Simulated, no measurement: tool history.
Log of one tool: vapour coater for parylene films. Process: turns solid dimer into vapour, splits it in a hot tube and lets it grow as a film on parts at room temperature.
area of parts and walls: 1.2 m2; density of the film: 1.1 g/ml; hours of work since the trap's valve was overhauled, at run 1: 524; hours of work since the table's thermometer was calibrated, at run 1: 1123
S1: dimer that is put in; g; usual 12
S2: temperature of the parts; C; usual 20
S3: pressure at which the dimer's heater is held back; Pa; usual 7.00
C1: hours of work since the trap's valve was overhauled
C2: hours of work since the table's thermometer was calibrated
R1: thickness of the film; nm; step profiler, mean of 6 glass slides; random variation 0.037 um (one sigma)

run,hour,S1,S2,S3,C1,C2,R1
1,0.0,12,20,7.00,524,1123,3310
2,29.6,12,20,7.00,543,1142,3290
3,62.7,12,20,7.00,564,1163,3260
4,103.0,5,20,7.00,590,1189,1340
5,145.0,5,20,7.00,617,1216,1320
6,162.9,5,20,7.00,629,1227,1360
7,200.0,12,20,7.00,653,1251,3160
# hour 221.7: trap's valve overhauled
8,224.0,12,20,7.00,2,1264,3670
9,249.0,6,19,2.43,18,1280,2440
10,282.9,10,27,2.70,39,1302,2760
11,313.0,10,28,2.17,59,1321,2730
12,347.7,10,28,2.17,81,1343,2720
13,382.3,6,20,5.20,103,1365,1920
14,415.8,18,23,9.64,125,1387,4350
15,438.1,14,14,4.58,139,1401,6090
16,459.8,22,15,7.00,153,1415,8250

Hidden state at the last listed run before each entry between runs and at the first one after, where it differs:
Between runs 7 and 8: trap's valve overhauled (hour 221.7)
  vapour lost through the trap's worn valve, %: 14 -> 0.5; true temperature of the parts over the reading, C: 1.3 -> 1.31
  measured less the result without the state, R1: -740 -> -240 nm
